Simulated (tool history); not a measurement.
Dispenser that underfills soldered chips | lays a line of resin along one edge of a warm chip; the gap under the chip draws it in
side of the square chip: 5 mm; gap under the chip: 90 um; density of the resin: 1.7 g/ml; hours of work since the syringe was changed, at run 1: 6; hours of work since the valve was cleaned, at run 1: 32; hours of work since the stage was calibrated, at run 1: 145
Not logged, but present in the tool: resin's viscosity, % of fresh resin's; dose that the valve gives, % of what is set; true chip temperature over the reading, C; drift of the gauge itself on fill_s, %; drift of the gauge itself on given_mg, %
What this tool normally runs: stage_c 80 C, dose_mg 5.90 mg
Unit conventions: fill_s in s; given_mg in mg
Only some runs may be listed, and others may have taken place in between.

run   hour  stage_c  dose_mg  hours of work since the syringe was changed  hours of work since the valve was cleaned  hours of work since the stage was calibrated  fill_s  given_mg
  1    0.0       80     5.90                                            6                                         32                                           145    18.5      5.84
       1.2  -- new syringe of resin
  2    9.1       80     5.90                                            6                                         38                                           152    18.1      5.84
      10.8  -- new syringe of resin
      19.9  -- new syringe of resin
  3   23.5       80     5.90                                            3                                         49                                           162    15.4      5.81
      29.4  -- new syringe of resin
  4   30.3       80     7.32                                            1                                         54                                           167    13.6      7.20
  5   37.4       80     6.11                                            6                                         59                                           173    18.4      5.96
      38.9  -- new syringe of resin
  6   45.5       80     7.63                                            5                                         65                                           179    16.8      7.48
      47.7  -- dispensing valve cleaned and set on the balance
      49.1  -- new syringe of resin
  7   53.3       80     5.90                                            3                                          4                                           183    15.9      5.90
      59.0  -- new syringe of resin
  8   61.7       80     5.90                                            2                                         10                                           190    15.0      5.88
      68.7  -- new syringe of resin
  9   72.4       80     5.90                                            3                                         18                                           197    15.8      5.88
      77.8  -- new syringe of resin
      86.9  -- new syringe of resin
 10   87.2       80     5.90                                            0                                         29                                           208    13.7      5.85
      96.0  -- new syringe of resin
 11  100.3       80     5.90                                            3                                         38                                           218    16.1      5.82
     105.5  -- new syringe of resin
 12  112.3       86     5.90                                            5                                         47                                           226    14.3      5.80
     114.5  -- new syringe of resin
     123.9  -- new syringe of resin
 13  124.0       86     5.90                                            0                                         55                                           235    11.5      5.78
 14  131.0       86     5.90                                            5                                         61                                           240    15.0      5.77
     133.8  -- new syringe of resin
     140.1  -- dispensing valve cleaned and set on the balance
     144.8  -- new syringe of resin
 15  146.0       80     5.90                                            1                                          4                                           250    14.0      5.87
     154.8  -- new syringe of resin
 16  161.4       88     5.90                                            5                                         16                                           262    13.9      5.85
     163.8  -- new syringe of resin
 17  172.3       80     6.06                                            6                                         24                                           270    19.0      5.99
     173.5  -- new syringe of resin
     183.3  -- new syringe of resin
 18  188.3       78     7.46                                            4                                         35                                           281    17.2      7.37
     193.1  -- new syringe of resin
     202.6  -- new syringe of resin
 19  202.7       83     6.23                                            0                                         46                                           292    12.0      6.12
     212.2  -- new syringe of resin
 20  212.4       83     6.23                                            0                                         53                                           299    11.8      6.13
     221.6  -- new syringe of resin
 21  225.4       83     6.23                                            3                                         62                                           308    14.4      6.09
     230.7  -- new syringe of resin
     231.7  -- dispensing valve cleaned and set on the balance
 22  239.0       66     6.38                                            5                                          5                                           317    28.9      6.32
     241.2  -- new syringe of resin
 23  246.1       77     7.44                                            4                                         11                                           323    18.0      7.37
     250.4  -- new syringe of resin
     259.7  -- new syringe of resin
 24  262.6       77     7.44                                            2                                         23                                           335    15.9      7.35
     268.9  -- new syringe of resin
     278.5  -- new syringe of resin
 25  278.5       87     6.56                                            0                                         34                                           346    10.2      6.44
     287.8  -- new syringe of resin
 26  290.4       87     6.56                                            2                                         43                                           355    12.7      6.43
     297.6  -- new syringe of resin
 27  304.3       73     5.23                                            5                                         53                                           365    23.5      5.12
     306.8  -- new syringe of resin
     316.1  -- new syringe of resin
 28  318.6       87     6.59                                            2                                         63                                           375    12.8      6.40
     323.6  -- dispensing valve cleaned and set on the balance
     326.1  -- new syringe of resin
 29  328.0       90     6.69                                            1                                          3                                           381    10.8      6.70
     335.7  -- new syringe of resin
 30  341.5       85     6.94                                            4                                         13                                           391    14.6      6.90
     345.2  -- new syringe of resin
 31  348.2       85     6.94                                            2                                         18                                           396    13.3      6.92
     354.6  -- new syringe of resin
 32  360.7       68     6.77                                            5                                         27                                           405    24.5      6.72
     363.7  -- new syringe of resin
 33  371.2       68     6.77                                            6                                         35                                           413    27.6      6.71
     373.8  -- new syringe of resin
     382.9  -- new syringe of resin
 34  387.7       69     6.64                                            4                                         47                                           425    24.0      6.53

Hidden state or all else? Some run-to-run changes of fill_s, split into what the settings, what came in and random variation would give without the hidden state, and what is left for the hidden state (with any gauge scatter that isn't in both results):
Run 4 -> 5: dose_mg 7.32 -> 6.11. fill_s +4.8 s: hidden state +4.9, all else -0.1.
Run 21 -> 22: stage_c 83 -> 66, dose_mg 6.23 -> 6.38, new syringe of resin, dispensing valve cleaned and set on the balance. fill_s +14.5 s: hidden state +5.8, all else +8.7.
Run 22 -> 23: stage_c 66 -> 77, dose_mg 6.38 -> 7.44, new syringe of resin. fill_s -10.9 s: hidden state -4.4, all else -6.5.
Run 27 -> 28: stage_c 73 -> 87, dose_mg 5.23 -> 6.59, new syringe of resin, new syringe of resin. fill_s -10.7 s: hidden state -5.0, all else -5.7.
Run 31 -> 32: stage_c 85 -> 68, dose_mg 6.94 -> 6.77, new syringe of resin. fill_s +11.2 s: hidden state +4.5, all else +6.7.
